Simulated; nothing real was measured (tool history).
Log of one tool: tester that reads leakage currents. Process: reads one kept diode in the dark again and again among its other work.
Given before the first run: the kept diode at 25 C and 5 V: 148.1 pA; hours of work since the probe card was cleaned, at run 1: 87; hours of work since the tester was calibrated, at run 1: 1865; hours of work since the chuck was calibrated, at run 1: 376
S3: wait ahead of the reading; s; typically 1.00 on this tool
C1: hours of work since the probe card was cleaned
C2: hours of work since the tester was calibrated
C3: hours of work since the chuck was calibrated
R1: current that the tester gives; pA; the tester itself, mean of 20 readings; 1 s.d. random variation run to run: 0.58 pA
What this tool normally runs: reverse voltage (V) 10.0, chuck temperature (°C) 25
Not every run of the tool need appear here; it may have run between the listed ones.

{"run": 1, "hour": 0.0, "reverse voltage (V)": 10.0, "chuck temperature (°C)": 25, "S3": 1.0, "C1": 87, "C2": 1865, "C3": 376, "R1": 204.37}
{"run": 2, "hour": 295.8, "reverse voltage (V)": 10.0, "chuck temperature (°C)": 25, "S3": 1.0, "C1": 300, "C2": 2079, "C3": 589, "R1": 211.16}
{"run": 3, "hour": 467.9, "reverse voltage (V)": 10.6, "chuck temperature (°C)": 25, "S3": 1.0, "C1": 425, "C2": 2203, "C3": 713, "R1": 222.11}
{"run": 4, "hour": 682.9, "reverse voltage (V)": 10.6, "chuck temperature (°C)": 25, "S3": 1.0, "C1": 580, "C2": 2358, "C3": 869, "R1": 227.79}
{"run": 5, "hour": 815.2, "reverse voltage (V)": 10.6, "chuck temperature (°C)": 25, "S3": 1.0, "C1": 675, "C2": 2453, "C3": 964, "R1": 232.2}
{"run": 6, "hour": 935.4, "reverse voltage (V)": 10.6, "chuck temperature (°C)": 25, "S3": 1.0, "C1": 762, "C2": 2540, "C3": 1051, "R1": 236.33}
{"run": 7, "hour": 1124.6, "reverse voltage (V)": 10.6, "chuck temperature (°C)": 25, "S3": 1.0, "C1": 899, "C2": 2677, "C3": 1187, "R1": 242.22}
{"hour": 1256.1, "done": "chuck's temperature calibrated"}
{"run": 8, "hour": 1368.1, "reverse voltage (V)": 10.0, "chuck temperature (°C)": 42, "S3": 1.0, "C1": 1073, "C2": 2851, "C3": 81, "R1": 900.26}
{"run": 9, "hour": 1578.2, "reverse voltage (V)": 10.0, "chuck temperature (°C)": 25, "S3": 1.77, "C1": 1224, "C2": 3003, "C3": 232, "R1": 211.11}
{"run": 10, "hour": 1729.5, "reverse voltage (V)": 1.2, "chuck temperature (°C)": 25, "S3": 1.77, "C1": 1334, "C2": 3112, "C3": 342, "R1": 95.49}
{"run": 11, "hour": 1974.8, "reverse voltage (V)": 10.0, "chuck temperature (°C)": 25, "S3": 1.0, "C1": 1511, "C2": 3289, "C3": 519, "R1": 223.64}
{"hour": 2066.1, "done": "probe card cleaned and baked"}
{"run": 12, "hour": 2217.4, "reverse voltage (V)": 10.0, "chuck temperature (°C)": 25, "S3": 1.0, "C1": 109, "C2": 3462, "C3": 692, "R1": 219.14}
{"run": 13, "hour": 2478.0, "reverse voltage (V)": 10.0, "chuck temperature (°C)": 25, "S3": 1.0, "C1": 297, "C2": 3650, "C3": 880, "R1": 227.76}
{"run": 14, "hour": 2650.0, "reverse voltage (V)": 10.0, "chuck temperature (°C)": 24, "S3": 1.0, "C1": 421, "C2": 3774, "C3": 1004, "R1": 212.09}
{"run": 15, "hour": 2828.2, "reverse voltage (V)": 10.0, "chuck temperature (°C)": 37, "S3": 1.0, "C1": 550, "C2": 3903, "C3": 1132, "R1": 682.41}
{"hour": 3039.1, "done": "chuck's temperature calibrated"}
{"run": 16, "hour": 3047.5, "reverse voltage (V)": 10.0, "chuck temperature (°C)": 25, "S3": 1.0, "C1": 707, "C2": 4059, "C3": 6, "R1": 196.16}
{"hour": 3191.3, "done": "tester calibrated"}
{"run": 17, "hour": 3318.3, "reverse voltage (V)": 6.8, "chuck temperature (°C)": 25, "S3": 1.0, "C1": 901, "C2": 92, "C3": 200, "R1": 173.82}
{"run": 18, "hour": 3571.1, "reverse voltage (V)": 10.0, "chuck temperature (°C)": 28, "S3": 1.0, "C1": 1083, "C2": 274, "C3": 382, "R1": 271.39}
{"run": 19, "hour": 3830.2, "reverse voltage (V)": 10.0, "chuck temperature (°C)": 28, "S3": 1.0, "C1": 1270, "C2": 461, "C3": 569, "R1": 281.31}
{"run": 20, "hour": 4068.0, "reverse voltage (V)": 10.0, "chuck temperature (°C)": 28, "S3": 1.0, "C1": 1442, "C2": 633, "C3": 741, "R1": 288.85}
{"hour": 4241.9, "done": "probe card cleaned and baked"}
{"run": 21, "hour": 4315.2, "reverse voltage (V)": 1.6, "chuck temperature (°C)": 28, "S3": 1.0, "C1": 53, "C2": 809, "C3": 917, "R1": 147.4}
{"run": 22, "hour": 4444.8, "reverse voltage (V)": 1.9, "chuck temperature (°C)": 24, "S3": 7.79, "C1": 146, "C2": 902, "C3": 1011, "R1": 109.46}
{"run": 23, "hour": 4713.3, "reverse voltage (V)": 4.8, "chuck temperature (°C)": 54, "S3": 0.45, "C1": 340, "C2": 1096, "C3": 1205, "R1": 2024.83}
{"hour": 4822.4, "done": "chuck's temperature calibrated"}
{"run": 24, "hour": 4977.0, "reverse voltage (V)": 4.8, "chuck temperature (°C)": 54, "S3": 0.45, "C1": 529, "C2": 1285, "C3": 112, "R1": 1748.21}
{"run": 25, "hour": 5262.2, "reverse voltage (V)": 14.2, "chuck temperature (°C)": 34, "S3": 5.37, "C1": 735, "C2": 1491, "C3": 317, "R1": 517.7}
{"run": 26, "hour": 5435.4, "reverse voltage (V)": 10.0, "chuck temperature (°C)": 47, "S3": 7.13, "C1": 860, "C2": 1616, "C3": 442, "R1": 1378.34}
{"run": 27, "hour": 5662.5, "reverse voltage (V)": 2.0, "chuck temperature (°C)": 47, "S3": 0.92, "C1": 1024, "C2": 1780, "C3": 606, "R1": 777.4}
{"run": 28, "hour": 5903.2, "reverse voltage (V)": 7.3, "chuck temperature (°C)": 40, "S3": 0.42, "C1": 1197, "C2": 1953, "C3": 780, "R1": 722.48}
{"run": 29, "hour": 6182.6, "reverse voltage (V)": 10.0, "chuck temperature (°C)": 20, "S3": 0.63, "C1": 1399, "C2": 2155, "C3": 982, "R1": 148.01}
{"run": 30, "hour": 6407.9, "reverse voltage (V)": 6.3, "chuck temperature (°C)": 25, "S3": 7.7, "C1": 1562, "C2": 2318, "C3": 1144, "R1": 195.3}
{"hour": 6429.3, "done": "probe card cleaned and baked"}
{"hour": 6603.0, "done": "chuck's temperature calibrated"}
{"run": 31, "hour": 6603.0, "reverse voltage (V)": 1.4, "chuck temperature (°C)": 55, "S3": 6.22, "C1": 124, "C2": 2455, "C3": 0, "R1": 1202.34}
{"run": 32, "hour": 6829.6, "reverse voltage (V)": 3.0, "chuck temperature (°C)": 50, "S3": 1.61, "C1": 287, "C2": 2618, "C3": 163, "R1": 1089.89}
{"run": 33, "hour": 6985.0, "reverse voltage (V)": 3.0, "chuck temperature (°C)": 50, "S3": 1.61, "C1": 400, "C2": 2731, "C3": 276, "R1": 1103.29}
{"run": 34, "hour": 7199.1, "reverse voltage (V)": 3.0, "chuck temperature (°C)": 50, "S3": 1.61, "C1": 554, "C2": 2885, "C3": 430, "R1": 1124.64}
{"run": 35, "hour": 7400.1, "reverse voltage (V)": 11.9, "chuck temperature (°C)": 25, "S3": 1.0, "C1": 699, "C2": 3030, "C3": 575, "R1": 228.57}
{"run": 36, "hour": 7676.4, "reverse voltage (V)": 11.9, "chuck temperature (°C)": 25, "S3": 1.0, "C1": 899, "C2": 3230, "C3": 775, "R1": 235.73}
{"run": 37, "hour": 7906.5, "reverse voltage (V)": 11.9, "chuck temperature (°C)": 25, "S3": 1.0, "C1": 1065, "C2": 3396, "C3": 941, "R1": 243.19}
{"run": 38, "hour": 8099.4, "reverse voltage (V)": 10.0, "chuck temperature (°C)": 25, "S3": 1.08, "C1": 1204, "C2": 3535, "C3": 1080, "R1": 231.0}

What differs in the tool's unlogged condition from the final listed run ahead of each entry between runs to the first listed run following it?
From run 7 to run 8: chuck's temperature calibrated (hour 1256.1)
  stray current of the dirty probe card, pA a volt: 0.574 -> 0.671; current scale over the true one, %: 0.49 -> 0.52; true chuck temperature over the reading, C: 1.88 -> 0.3
  measured value less the no-hidden-state value, R1: +44.51 -> +33.32 pA
From run 11 to run 12: probe card cleaned and baked (hour 2066.1)
  stray current of the dirty probe card, pA a volt: 0.943 -> 0.091; current scale over the true one, %: 0.58 -> 0.6; true chuck temperature over the reading, C: 1.01 -> 1.29
  measured value less the no-hidden-state value, R1: +29.63 -> +26.48 pA
From run 15 to run 16: chuck's temperature calibrated (hour 3039.1)
  stray current of the dirty probe card, pA a volt: 0.357 -> 0.439; current scale over the true one, %: 0.66 -> 0.68; true chuck temperature over the reading, C: 2.02 -> -0.14
  measured value less the no-hidden-state value, R1: +115.49 -> +3.09 pA
From run 16 to run 17: tester calibrated (hour 3191.3)
  stray current of the dirty probe card, pA a volt: 0.439 -> 0.546; current scale over the true one, %: 0.68 -> -0.05; true chuck temperature over the reading, C: -0.14 -> 0.18
  measured value less the no-hidden-state value, R1: +3.09 -> +6.30 pA
From run 20 to run 21: probe card cleaned and baked (hour 4241.9)
  stray current of the dirty probe card, pA a volt: 0.861 -> 0.055; current scale over the true one, %: 0.02 -> 0.05; true chuck temperature over the reading, C: 1.06 -> 1.35
  measured value less the no-hidden-state value, R1: +34.19 -> +17.23 pA
From run 23 to run 24: chuck's temperature calibrated (hour 4822.4)
  stray current of the dirty probe card, pA a volt: 0.23 -> 0.334; current scale over the true one, %: 0.09 -> 0.11; true chuck temperature over the reading, C: 1.81 -> 0.02
  measured value less the no-hidden-state value, R1: +266.65 -> +6.31 pA
From run 30 to run 31: probe card cleaned and baked (hour 6429.3); chuck's temperature calibrated (hour 6603.0)
  stray current of the dirty probe card, pA a volt: 0.961 -> 0.1; current scale over the true one, %: 0.25 -> 0.27; true chuck temperature over the reading, C: 1.67 -> -0.12
  measured value less the no-hidden-state value, R1: +33.71 -> -7.82 pA
